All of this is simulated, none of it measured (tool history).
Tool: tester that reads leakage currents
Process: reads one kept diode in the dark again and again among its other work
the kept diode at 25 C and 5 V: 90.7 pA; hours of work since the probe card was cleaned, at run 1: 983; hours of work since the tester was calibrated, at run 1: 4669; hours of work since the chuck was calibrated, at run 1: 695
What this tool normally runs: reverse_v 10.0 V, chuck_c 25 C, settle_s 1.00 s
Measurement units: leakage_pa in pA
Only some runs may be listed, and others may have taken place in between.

run,hour,reverse_v,chuck_c,settle_s,hours of work since the probe card was cleaned,hours of work since the tester was calibrated,hours of work since the chuck was calibrated,leakage_pa
1,0.0,10.0,25,1.00,983,4669,695,132.18
2,161.5,10.0,25,1.00,1092,4778,804,134.03
3,386.5,10.0,25,3.26,1245,4931,956,132.40
# hour 439.8: tester calibrated
4,644.3,10.0,39,3.26,1418,138,1130,331.49
5,875.9,10.0,39,3.26,1575,295,1286,333.35
# hour 1016.6: probe card cleaned and baked
# hour 1094.0: chuck's temperature calibrated
6,1094.0,10.0,25,8.26,51,440,0,119.41
7,1360.7,10.0,25,8.26,232,620,181,121.84
8,1471.3,10.0,25,8.26,307,695,255,123.15
9,1639.3,10.0,25,8.26,420,809,369,124.00
10,1835.8,10.0,25,8.26,553,942,502,125.20
11,2033.5,10.0,25,8.26,687,1076,636,126.50
12,2233.5,10.0,25,8.26,823,1211,772,129.02
13,2412.4,10.0,25,8.26,944,1332,893,130.16
14,2609.4,10.0,25,8.26,1077,1466,1026,130.64
15,2873.8,10.0,25,8.26,1256,1645,1205,132.96
16,3058.4,10.0,29,8.26,1381,1770,1330,174.40
# hour 3199.0: chuck's temperature calibrated
17,3201.6,10.0,25,1.00,1477,1865,2,132.15
18,3330.3,10.0,25,1.00,1564,1952,89,133.33
19,3462.0,10.0,25,1.00,1653,2042,178,133.98
# hour 3496.0: probe card cleaned and baked
20,3631.6,10.0,25,1.00,92,2154,291,125.67
21,3772.5,10.0,32,3.58,187,2250,386,202.95
22,3988.7,15.3,25,1.00,334,2396,533,154.06
23,4157.0,8.5,25,1.87,448,2510,647,119.80
24,4307.2,4.2,57,1.26,549,2612,748,708.64
25,4509.2,12.3,48,3.37,686,2749,885,634.28
26,4699.1,12.3,48,3.37,815,2877,1014,637.25
27,4829.7,10.0,52,5.28,903,2966,1102,749.78
28,4959.7,12.1,57,3.35,991,3054,1190,1094.28
29,5145.3,12.1,57,3.35,1117,3179,1316,1093.89
30,5302.8,1.4,33,1.41,1223,3286,1423,104.41
# hour 5329.1: chuck's temperature calibrated
31,5500.6,10.0,53,1.00,1356,3419,116,778.43
32,5688.9,9.2,25,1.15,1484,3546,244,128.40
33,5953.3,9.2,25,1.15,1662,3725,423,129.81
# hour 5977.0: probe card cleaned and baked
34,6137.9,1.0,25,0.45,109,3848,546,50.30
35,6296.3,10.2,36,1.00,216,3955,653,270.57
36,6501.5,18.3,29,6.65,355,4094,792,214.25
37,6770.3,1.6,52,1.92,537,4276,974,363.92
38,6956.5,1.6,52,1.92,663,4402,1100,364.68
39,7151.5,4.3,53,0.91,795,4534,1232,575.55

How the hidden state differs across the entries between the runs, from the last listed run before each to the first after it:
From run 3 to run 4: tester calibrated (hour 439.8)
  stray current of the dirty probe card, pA a volt: 0.59 -> 0.683; current scale over the true one, %: 1.99 -> -0.02; true chuck temperature over the reading, C: 0.42 -> 0.51
  difference, measured minus the result without the unlogged condition, leakage_pa: +12.00 -> +17.22 pA
From run 5 to run 6: probe card cleaned and baked (hour 1016.6); chuck's temperature calibrated (hour 1094.0)
  stray current of the dirty probe card, pA a volt: 0.767 -> 0.053; current scale over the true one, %: 0.04 -> 0.11; true chuck temperature over the reading, C: 0.58 -> 0.04
  difference, measured minus the result without the unlogged condition, leakage_pa: +19.84 -> +0.80 pA
From run 16 to run 17: chuck's temperature calibrated (hour 3199.0)
  stray current of the dirty probe card, pA a volt: 0.787 -> 0.842; current scale over the true one, %: 0.68 -> 0.73; true chuck temperature over the reading, C: 0.7 -> 0.02
  difference, measured minus the result without the unlogged condition, leakage_pa: +16.67 -> +9.35 pA
From run 19 to run 20: probe card cleaned and baked (hour 3496.0)
  stray current of the dirty probe card, pA a volt: 0.932 -> 0.077; current scale over the true one, %: 0.8 -> 0.85; true chuck temperature over the reading, C: 0.11 -> 0.16
  difference, measured minus the result without the unlogged condition, leakage_pa: +11.14 -> +3.03 pA
From run 30 to run 31: chuck's temperature calibrated (hour 5329.1)
  stray current of the dirty probe card, pA a volt: 0.706 -> 0.774; current scale over the true one, %: 1.35 -> 1.42; true chuck temperature over the reading, C: 0.71 -> -0.03
  difference, measured minus the result without the unlogged condition, leakage_pa: +7.16 -> +17.19 pA
From run 33 to run 34: probe card cleaned and baked (hour 5977.0)
  stray current of the dirty probe card, pA a volt: 0.939 -> 0.079; current scale over the true one, %: 1.55 -> 1.61; true chuck temperature over the reading, C: 0.12 -> 0.19
  difference, measured minus the result without the unlogged condition, leakage_pa: +11.48 -> +1.53 pA

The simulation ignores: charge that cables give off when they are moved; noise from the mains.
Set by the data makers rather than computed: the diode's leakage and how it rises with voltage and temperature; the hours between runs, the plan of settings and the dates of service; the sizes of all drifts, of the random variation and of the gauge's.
